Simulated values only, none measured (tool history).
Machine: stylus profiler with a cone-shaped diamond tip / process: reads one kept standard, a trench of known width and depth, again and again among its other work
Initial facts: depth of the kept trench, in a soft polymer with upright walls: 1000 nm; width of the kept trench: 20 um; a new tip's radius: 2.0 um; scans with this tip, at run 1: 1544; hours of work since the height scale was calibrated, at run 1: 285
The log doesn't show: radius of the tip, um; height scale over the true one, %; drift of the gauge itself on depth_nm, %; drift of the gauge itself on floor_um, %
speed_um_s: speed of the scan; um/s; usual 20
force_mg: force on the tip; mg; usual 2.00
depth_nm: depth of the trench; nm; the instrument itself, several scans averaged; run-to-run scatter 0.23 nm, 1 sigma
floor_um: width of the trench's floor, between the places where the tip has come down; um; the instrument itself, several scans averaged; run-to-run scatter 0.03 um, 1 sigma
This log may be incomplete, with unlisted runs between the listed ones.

| run | hour | speed_um_s | force_mg | scans with this tip | hours of work since the height scale was calibrated | depth_nm | floor_um |
|---|---|---|---|---|---|---|---|
| 1 | 0.0 | 20 | 2.00 | 1544 | 285 | 1012.13 | 16.32 |
| 2 | 23.3 | 20 | 2.00 | 1603 | 296 | 1012.75 | 16.28 |
| 3 | 54.6 | 20 | 2.00 | 1682 | 311 | 1012.48 | 16.31 |
| 4 | 86.9 | 20 | 2.00 | 1763 | 326 | 1012.67 | 16.31 |
| 5 | 121.3 | 20 | 2.00 | 1850 | 342 | 1012.50 | 16.32 |
| 6 | 158.1 | 20 | 1.26 | 1943 | 359 | 1009.68 | 16.31 |
| 7 | 196.0 | 20 | 1.26 | 2038 | 377 | 1009.71 | 16.23 |
| 8 | 216.6 | 20 | 1.26 | 2090 | 386 | 1009.94 | 16.29 |
| 9 | 246.4 | 20 | 1.26 | 2165 | 400 | 1009.82 | 16.28 |
| 10 | 271.6 | 20 | 1.26 | 2229 | 412 | 1010.02 | 16.26 |
| 11 | 311.8 | 18 | 1.26 | 2330 | 431 | 1009.79 | 16.25 |
| 12 | 348.3 | 30 | 2.00 | 2422 | 448 | 1013.00 | 16.25 |
| 13 | 386.9 | 30 | 2.00 | 2519 | 466 | 1012.81 | 16.21 |
| 14 | 422.2 | 20 | 2.00 | 2608 | 482 | 1013.02 | 16.26 |
| 15 | 463.7 | 20 | 2.00 | 2713 | 502 | 1012.86 | 16.24 |
| 16 | 488.5 | 20 | 2.00 | 2775 | 513 | 1013.18 | 16.24 |
| 17 | 523.3 | 20 | 2.00 | 2863 | 529 | 1013.09 | 16.28 |
| 18 | 541.2 | 20 | 2.00 | 2908 | 538 | 1012.97 | 16.28 |
|  | 544.9 | height scale calibrated on a step standard |
| 19 | 582.6 | 20 | 2.00 | 3011 | 18 | 1014.43 | 16.22 |
| 20 | 615.5 | 20 | 2.00 | 3094 | 33 | 1013.99 | 16.30 |
|  | 622.2 | height scale calibrated on a step standard, once more |
| 21 | 636.2 | 10 | 2.00 | 3145 | 7 | 1011.41 | 16.27 |
| 22 | 660.4 | 15 | 1.80 | 3206 | 18 | 1010.29 | 16.23 |
| 23 | 699.6 | 15 | 1.80 | 3305 | 36 | 1010.64 | 16.27 |
| 24 | 733.1 | 11 | 2.07 | 3389 | 52 | 1011.89 | 16.25 |

Run 25 comes next. What will it give?
| 25 | 764.3 | 53 | 0.84 | 3468 | 66 | ? | ? |

Run 25 gave depth_nm 1006.08 nm, floor_um 16.05 um.
On a tool with no hidden condition, and with the same random variation, this run would have come out at depth_nm 1005.79 nm, floor_um 16.31 um.
